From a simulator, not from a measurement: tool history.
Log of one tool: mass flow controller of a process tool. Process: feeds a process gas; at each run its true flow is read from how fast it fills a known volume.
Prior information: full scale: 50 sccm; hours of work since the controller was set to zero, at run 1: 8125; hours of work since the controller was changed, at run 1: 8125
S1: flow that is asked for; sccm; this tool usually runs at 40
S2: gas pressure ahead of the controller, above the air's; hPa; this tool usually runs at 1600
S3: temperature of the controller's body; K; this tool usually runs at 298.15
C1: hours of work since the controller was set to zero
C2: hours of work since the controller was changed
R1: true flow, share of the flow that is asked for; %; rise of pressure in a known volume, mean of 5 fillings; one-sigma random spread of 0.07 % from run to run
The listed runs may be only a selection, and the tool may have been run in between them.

run 1 day=0 | S1=40 S2=1600 S3=298.15 | C1=8125 C2=8125 | R1=105.66
-- day=17.904 controller's zero set anew
run 2 day=19.825 | S1=40 S2=1600 S3=298.15 | C1=36 C2=8497 | R1=106.71
run 3 day=30.654 | S1=40 S2=1600 S3=298.15 | C1=239 C2=8700 | R1=107.01
-- day=34.321 controller exchanged for a calibrated one
run 4 day=43.004 | S1=40 S2=1600 S3=301.15 | C1=163 C2=163 | R1=99.56
-- day=62.492 controller's zero set anew, once more
run 5 day=64.029 | S1=40 S2=1600 S3=298.15 | C1=29 C2=557 | R1=99.56
run 6 day=82.383 | S1=40 S2=1980 S3=298.15 | C1=373 C2=901 | R1=100.17
run 7 day=93.746 | S1=8 S2=2180 S3=297.15 | C1=586 C2=1115 | R1=99.51
run 8 day=106.442 | S1=12 S2=2190 S3=295.15 | C1=825 C2=1353 | R1=99.88
run 9 day=125.7 | S1=24 S2=2500 S3=298.15 | C1=1186 C2=1714 | R1=100.47
run 10 day=144.988 | S1=24 S2=2500 S3=298.15 | C1=1548 C2=2076 | R1=100.88
run 11 day=160.292 | S1=7 S2=2690 S3=311.15 | C1=1835 C2=2363 | R1=102.8

Run 12 is up next; what results do you expect?
run 12 day=173.692 | S1=7 S2=2690 S3=311.15 | C1=2086 C2=2614 | R1=?

R1: 103.37 %
If the tool had no hidden condition, the same run with the same run-to-run variation would have returned R1 99.07 %.

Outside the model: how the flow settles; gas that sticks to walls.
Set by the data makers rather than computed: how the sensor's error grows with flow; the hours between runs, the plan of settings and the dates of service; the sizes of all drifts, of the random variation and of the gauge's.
